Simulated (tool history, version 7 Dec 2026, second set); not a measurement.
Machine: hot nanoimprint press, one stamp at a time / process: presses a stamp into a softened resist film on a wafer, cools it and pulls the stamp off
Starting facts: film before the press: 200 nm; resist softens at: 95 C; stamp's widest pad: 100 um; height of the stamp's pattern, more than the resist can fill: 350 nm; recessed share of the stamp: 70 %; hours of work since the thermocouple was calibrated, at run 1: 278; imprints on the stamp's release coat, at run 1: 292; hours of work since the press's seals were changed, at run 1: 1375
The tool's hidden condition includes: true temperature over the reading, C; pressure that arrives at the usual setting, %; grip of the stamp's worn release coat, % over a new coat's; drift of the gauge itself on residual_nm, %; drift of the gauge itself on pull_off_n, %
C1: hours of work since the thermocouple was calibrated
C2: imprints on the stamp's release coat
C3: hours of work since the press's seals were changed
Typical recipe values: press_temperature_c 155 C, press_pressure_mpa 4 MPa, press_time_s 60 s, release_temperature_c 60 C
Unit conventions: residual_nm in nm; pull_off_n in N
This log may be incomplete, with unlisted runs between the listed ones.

{"run": 1, "day": 0.0, "press_temperature_c": 155, "press_pressure_mpa": 4, "press_time_s": 60, "release_temperature_c": 60, "C1": 278, "C2": 292, "C3": 1375, "residual_nm": 110.4, "pull_off_n": 100}
{"day": 0.679, "done": "press's hydraulic seals changed and the load cell set to zero"}
{"day": 1.708, "done": "plate thermocouple calibrated"}
{"run": 2, "day": 2.762, "press_temperature_c": 155, "press_pressure_mpa": 4, "press_time_s": 60, "release_temperature_c": 60, "C1": 17, "C2": 582, "C3": 32, "residual_nm": 110.9, "pull_off_n": 116}
{"run": 3, "day": 4.762, "press_temperature_c": 155, "press_pressure_mpa": 4, "press_time_s": 60, "release_temperature_c": 60, "C1": 49, "C2": 834, "C3": 64, "residual_nm": 110.4, "pull_off_n": 120}
{"run": 4, "day": 6.854, "press_temperature_c": 155, "press_pressure_mpa": 2.47, "press_time_s": 60, "release_temperature_c": 60, "C1": 83, "C2": 1097, "C3": 97, "residual_nm": 138.2, "pull_off_n": 126}
{"run": 5, "day": 9.162, "press_temperature_c": 155, "press_pressure_mpa": 2.47, "press_time_s": 60, "release_temperature_c": 60, "C1": 120, "C2": 1388, "C3": 135, "residual_nm": 135.8, "pull_off_n": 131}
{"run": 6, "day": 11.1, "press_temperature_c": 155, "press_pressure_mpa": 2.47, "press_time_s": 60, "release_temperature_c": 60, "C1": 151, "C2": 1632, "C3": 166, "residual_nm": 136.8, "pull_off_n": 139}
{"day": 11.879, "done": "stamp cleaned and given a new release coat"}
{"run": 7, "day": 12.708, "press_temperature_c": 155, "press_pressure_mpa": 2.47, "press_time_s": 60, "release_temperature_c": 60, "C1": 173, "C2": 104, "C3": 188, "residual_nm": 136.6, "pull_off_n": 98}
{"run": 8, "day": 13.838, "press_temperature_c": 155, "press_pressure_mpa": 2.47, "press_time_s": 37, "release_temperature_c": 60, "C1": 191, "C2": 246, "C3": 206, "residual_nm": 151.8, "pull_off_n": 102}
{"run": 9, "day": 15.621, "press_temperature_c": 155, "press_pressure_mpa": 2.47, "press_time_s": 37, "release_temperature_c": 60, "C1": 220, "C2": 471, "C3": 235, "residual_nm": 150.8, "pull_off_n": 107}
{"run": 10, "day": 17.038, "press_temperature_c": 155, "press_pressure_mpa": 4, "press_time_s": 60, "release_temperature_c": 60, "C1": 243, "C2": 649, "C3": 257, "residual_nm": 109, "pull_off_n": 111}
{"run": 11, "day": 19.342, "press_temperature_c": 155, "press_pressure_mpa": 4, "press_time_s": 60, "release_temperature_c": 60, "C1": 280, "C2": 939, "C3": 294, "residual_nm": 107.9, "pull_off_n": 120}
{"day": 20.671, "done": "plate thermocouple calibrated"}
{"run": 12, "day": 21.592, "press_temperature_c": 155, "press_pressure_mpa": 4, "press_time_s": 60, "release_temperature_c": 60, "C1": 15, "C2": 1207, "C3": 329, "residual_nm": 110.8, "pull_off_n": 122}
{"run": 13, "day": 22.975, "press_temperature_c": 155, "press_pressure_mpa": 4, "press_time_s": 60, "release_temperature_c": 60, "C1": 37, "C2": 1381, "C3": 351, "residual_nm": 108.6, "pull_off_n": 133}
{"run": 14, "day": 24.958, "press_temperature_c": 155, "press_pressure_mpa": 4, "press_time_s": 60, "release_temperature_c": 60, "C1": 69, "C2": 1631, "C3": 383, "residual_nm": 110.3, "pull_off_n": 134}
{"day": 25.904, "done": "stamp cleaned and given a new release coat"}
{"run": 15, "day": 26.188, "press_temperature_c": 155, "press_pressure_mpa": 4, "press_time_s": 60, "release_temperature_c": 60, "C1": 85, "C2": 36, "C3": 399, "residual_nm": 109.1, "pull_off_n": 95}
{"run": 16, "day": 27.712, "press_temperature_c": 155, "press_pressure_mpa": 3.24, "press_time_s": 66, "release_temperature_c": 60, "C1": 109, "C2": 228, "C3": 423, "residual_nm": 117.8, "pull_off_n": 104}
{"run": 17, "day": 29.462, "press_temperature_c": 155, "press_pressure_mpa": 3.16, "press_time_s": 36, "release_temperature_c": 56, "C1": 138, "C2": 448, "C3": 451, "residual_nm": 139.9, "pull_off_n": 122}
{"run": 18, "day": 31.462, "press_temperature_c": 165, "press_pressure_mpa": 4.89, "press_time_s": 38, "release_temperature_c": 51, "C1": 170, "C2": 700, "C3": 484, "residual_nm": 77.7, "pull_off_n": 142}
{"run": 19, "day": 33.4, "press_temperature_c": 165, "press_pressure_mpa": 3.21, "press_time_s": 58, "release_temperature_c": 51, "C1": 201, "C2": 944, "C3": 515, "residual_nm": 85.6, "pull_off_n": 148}
{"run": 20, "day": 35.754, "press_temperature_c": 155, "press_pressure_mpa": 4, "press_time_s": 60, "release_temperature_c": 60, "C1": 239, "C2": 1240, "C3": 553, "residual_nm": 106.8, "pull_off_n": 123}
{"run": 21, "day": 36.908, "press_temperature_c": 155, "press_pressure_mpa": 4, "press_time_s": 60, "release_temperature_c": 59, "C1": 257, "C2": 1386, "C3": 571, "residual_nm": 107.2, "pull_off_n": 135}
{"run": 22, "day": 38.167, "press_temperature_c": 155, "press_pressure_mpa": 4, "press_time_s": 60, "release_temperature_c": 59, "C1": 278, "C2": 1545, "C3": 592, "residual_nm": 106.9, "pull_off_n": 138}
{"run": 23, "day": 39.112, "press_temperature_c": 146, "press_pressure_mpa": 2.86, "press_time_s": 60, "release_temperature_c": 59, "C1": 293, "C2": 1664, "C3": 607, "residual_nm": 160.7, "pull_off_n": 133}
{"day": 39.646, "done": "plate thermocouple calibrated"}
{"day": 39.896, "done": "stamp cleaned and given a new release coat"}
{"run": 24, "day": 41.038, "press_temperature_c": 163, "press_pressure_mpa": 2.54, "press_time_s": 84, "release_temperature_c": 59, "C1": 18, "C2": 144, "C3": 632, "residual_nm": 96.3, "pull_off_n": 107}
{"run": 25, "day": 42.812, "press_temperature_c": 163, "press_pressure_mpa": 4.08, "press_time_s": 84, "release_temperature_c": 48, "C1": 47, "C2": 367, "C3": 660, "residual_nm": 73.2, "pull_off_n": 144}
{"run": 26, "day": 44.271, "press_temperature_c": 163, "press_pressure_mpa": 2.91, "press_time_s": 35, "release_temperature_c": 64, "C1": 70, "C2": 550, "C3": 684, "residual_nm": 115.8, "pull_off_n": 98}
{"run": 27, "day": 45.488, "press_temperature_c": 163, "press_pressure_mpa": 2.91, "press_time_s": 35, "release_temperature_c": 61, "C1": 90, "C2": 704, "C3": 703, "residual_nm": 115.9, "pull_off_n": 112}
{"run": 28, "day": 46.642, "press_temperature_c": 158, "press_pressure_mpa": 4.05, "press_time_s": 60, "release_temperature_c": 57, "C1": 109, "C2": 849, "C3": 722, "residual_nm": 98.3, "pull_off_n": 131}
{"run": 29, "day": 48.038, "press_temperature_c": 158, "press_pressure_mpa": 4.05, "press_time_s": 60, "release_temperature_c": 57, "C1": 131, "C2": 1025, "C3": 744, "residual_nm": 97.4, "pull_off_n": 134}

Entry by entry between the runs, the difference in hidden state between the last listed run before and the first listed run after:
Runs 1 to 2: press's hydraulic seals changed and the load cell set to zero (day 0.679); plate thermocouple calibrated (day 1.708)
  true temperature over the reading, C: 0.75 -> 0.06; pressure that arrives at the usual setting, %: 96.37 -> 100.57; grip of the stamp's worn release coat, % over a new coat's: 6.6 -> 13.3
  measured less the result without the state, residual_nm: -1 -> -0.6 nm; pull_off_n: +4 -> +14 N
Runs 6 to 7: stamp cleaned and given a new release coat (day 11.879)
  true temperature over the reading, C: 0.52 -> 0.59; pressure that arrives at the usual setting, %: 100.18 -> 100.12; grip of the stamp's worn release coat, % over a new coat's: 38.3 -> 2.3
  measured less the result without the state, residual_nm: -2.2 -> -2.4 nm; pull_off_n: +37 -> +1 N
Runs 11 to 12: plate thermocouple calibrated (day 20.671)
  true temperature over the reading, C: 0.95 -> 0.23; pressure that arrives at the usual setting, %: 99.81 -> 99.72; grip of the stamp's worn release coat, % over a new coat's: 21.6 -> 28
  measured less the result without the state, residual_nm: -3.7 -> -0.7 nm; pull_off_n: +19 -> +26 N
Runs 14 to 15: stamp cleaned and given a new release coat (day 25.904)
  true temperature over the reading, C: 0.42 -> 0.47; pressure that arrives at the usual setting, %: 99.58 -> 99.54; grip of the stamp's worn release coat, % over a new coat's: 38.3 -> 0.8
  measured less the result without the state, residual_nm: -1.4 -> -1.6 nm; pull_off_n: +36 -> -1 N
Runs 23 to 24: plate thermocouple calibrated (day 39.646); stamp cleaned and given a new release coat (day 39.896)
  true temperature over the reading, C: 1.2 -> 0.04; pressure that arrives at the usual setting, %: 98.97 -> 98.91; grip of the stamp's worn release coat, % over a new coat's: 39.1 -> 3.2
  measured less the result without the state, residual_nm: -4 -> +0.2 nm; pull_off_n: +34 -> +3 N

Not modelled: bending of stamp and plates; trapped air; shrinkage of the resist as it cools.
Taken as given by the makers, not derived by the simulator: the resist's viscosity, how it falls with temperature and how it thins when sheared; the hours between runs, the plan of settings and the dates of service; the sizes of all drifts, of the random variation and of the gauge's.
